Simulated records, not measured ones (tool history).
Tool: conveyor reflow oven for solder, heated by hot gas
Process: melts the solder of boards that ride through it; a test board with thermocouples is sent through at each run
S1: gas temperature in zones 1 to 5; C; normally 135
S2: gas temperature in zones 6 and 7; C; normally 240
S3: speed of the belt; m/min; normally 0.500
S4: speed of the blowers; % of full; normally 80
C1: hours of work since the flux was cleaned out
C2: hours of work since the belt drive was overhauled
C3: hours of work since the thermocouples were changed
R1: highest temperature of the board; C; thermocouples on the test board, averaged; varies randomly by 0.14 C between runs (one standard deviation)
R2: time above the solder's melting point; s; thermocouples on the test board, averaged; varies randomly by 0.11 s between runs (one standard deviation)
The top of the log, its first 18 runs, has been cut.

run,hour,S1,S2,S3,S4,C1,C2,C3,R1,R2
19,140.0,143,251,0.466,80,150,36,405,240.3,98.4
20,145.2,135,240,0.402,80,154,40,409,232.6,106.3
21,150.3,135,240,0.564,58,158,44,413,217.9,62.6
# hour 164.3: belt drive overhauled, speed set with a stopwatch, once more
22,165.2,122,228,0.510,76,166,1,422,212.5,60.3
23,176.2,135,240,0.483,80,175,9,430,227.9,83.0
24,186.3,135,240,0.483,80,183,17,438,228.0,83.0
25,197.3,135,240,0.483,80,191,26,447,228.0,83.1
26,204.1,135,240,0.483,80,197,31,452,227.3,83.2
27,214.0,126,247,0.406,80,204,39,460,238.1,103.5
28,224.0,126,247,0.406,80,212,47,468,238.0,103.4
29,230.8,126,247,0.406,80,217,52,473,238.1,103.6
30,237.0,135,251,0.500,80,222,57,478,236.4,85.6

What if the next run were any one of these 5? Each begins from the tool's condition after run 30:
A,242.6,130,252,0.500,59,227,61,482,?,?
B,242.6,124,234,0.586,80,227,61,482,?,?
C,242.6,139,236,0.500,84,227,61,482,?,?
D,242.6,135,251,0.500,55,227,61,482,?,?
E,242.6,135,240,0.500,52,227,61,482,?,?

run,R1,R2
A,231.3,80.3
B,214.0,53.0
C,224.4,79.3
D,229.7,81.0
E,219.6,72.2
Without the tool's hidden state the same runs would have given:
run,R1,R2
A,231.3,80.2
B,214.4,53.6
C,224.2,79.2
D,229.6,80.8
E,219.4,72.1

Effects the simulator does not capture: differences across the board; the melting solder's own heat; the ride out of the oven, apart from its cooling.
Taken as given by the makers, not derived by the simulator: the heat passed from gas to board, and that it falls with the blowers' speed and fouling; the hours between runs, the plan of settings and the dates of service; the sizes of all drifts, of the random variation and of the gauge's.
